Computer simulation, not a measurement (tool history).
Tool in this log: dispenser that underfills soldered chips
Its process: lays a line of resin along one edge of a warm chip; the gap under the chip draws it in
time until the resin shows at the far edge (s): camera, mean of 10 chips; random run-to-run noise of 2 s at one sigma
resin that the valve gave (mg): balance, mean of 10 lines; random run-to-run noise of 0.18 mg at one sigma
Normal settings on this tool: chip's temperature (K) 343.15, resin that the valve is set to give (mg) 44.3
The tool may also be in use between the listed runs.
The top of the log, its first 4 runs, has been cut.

| run | hour | chip's temperature (K) | resin that the valve is set to give (mg) | hours of work since the syringe was changed | hours of work since the valve was cleaned | hours of work since the stage was calibrated | time until the resin shows at the far edge (s) | resin that the valve gave (mg) |
|---|---|---|---|---|---|---|---|---|
|  | 27.3 | dispensing valve cleaned and set on the balance |
| 5 | 28.1 | 343.15 | 40.8 | 3 | 1 | 248 | 248.6 | 40.73 |
| 6 | 34.7 | 343.15 | 46 | 7 | 5 | 252 | 322.2 | 45.64 |
|  | 35.7 | new syringe of resin |
| 7 | 40.3 | 343.15 | 46 | 3 | 8 | 256 | 241.9 | 45.55 |
| 8 | 44.5 | 343.15 | 46 | 6 | 11 | 259 | 286.5 | 45.25 |
|  | 47.6 | new syringe of resin |
| 9 | 49.4 | 355.15 | 44.3 | 1 | 14 | 262 | 152.8 | 43.64 |
| 10 | 55 | 355.15 | 44.3 | 5 | 18 | 265 | 194.1 | 43.56 |
|  | 59.4 | new syringe of resin |
| 11 | 59.7 | 355.15 | 44.3 | 0 | 21 | 268 | 144.5 | 43.34 |
| 12 | 64.2 | 343.15 | 39 | 3 | 24 | 271 | 255.3 | 38.52 |
| 13 | 70.1 | 343.15 | 44.3 | 7 | 28 | 275 | 317.4 | 43.19 |
|  | 71.1 | new syringe of resin |
| 14 | 75.8 | 343.15 | 44.3 | 3 | 31 | 279 | 247.2 | 42.99 |
| 15 | 80.8 | 343.15 | 51.7 | 6 | 35 | 282 | 303.3 | 50.41 |
|  | 83.2 | new syringe of resin |
| 16 | 84.8 | 343.15 | 44.3 | 1 | 37 | 284 | 220 | 42.73 |
| 17 | 88.4 | 343.15 | 44.3 | 3 | 39 | 287 | 252.9 | 42.48 |
|  | 94.8 | new syringe of resin |
| 18 | 97.2 | 338.15 | 53.9 | 2 | 45 | 292 | 265 | 51.5 |
| 19 | 101.7 | 338.15 | 53.9 | 5 | 48 | 295 | 318.8 | 51.53 |
|  | 106.7 | new syringe of resin |
| 20 | 106.8 | 338.15 | 53.9 | 0 | 51 | 298 | 239.5 | 51.39 |
| 21 | 111.6 | 338.15 | 53.9 | 3 | 54 | 302 | 291.9 | 51.16 |
|  | 118.5 | new syringe of resin |
| 22 | 120.6 | 338.15 | 53.9 | 1 | 60 | 307 | 269.5 | 51.11 |
| 23 | 125.6 | 352.15 | 56.8 | 5 | 63 | 311 | 214.1 | 53.66 |
|  | 130.5 | new syringe of resin |
| 24 | 130.6 | 355.15 | 45.8 | 0 | 66 | 314 | 149.9 | 42.99 |
| 25 | 134.9 | 334.15 | 44.3 | 3 | 69 | 317 | 346.2 | 41.57 |
| 26 | 138.7 | 336.15 | 54.5 | 5 | 72 | 319 | 365 | 51.1 |
|  | 142.7 | new syringe of resin |
| 27 | 146.3 | 336.15 | 54.5 | 2 | 77 | 324 | 295.6 | 50.67 |

Run 28 comes next. What will it give?
|  | 147.7 | dispensing valve cleaned and set on the balance |
| 28 | 153.6 | 336.15 | 54.5 | 7 | 4 | 328 | ? | ? |

{"run 28": {"time until the resin shows at the far edge (s)": 383.4, "resin that the valve gave (mg)": 54.25}}
If the tool had no hidden condition, the same run with the same run-to-run variation would have returned time until the resin shows at the far edge (s) 244.8, resin that the valve gave (mg) 54.52.
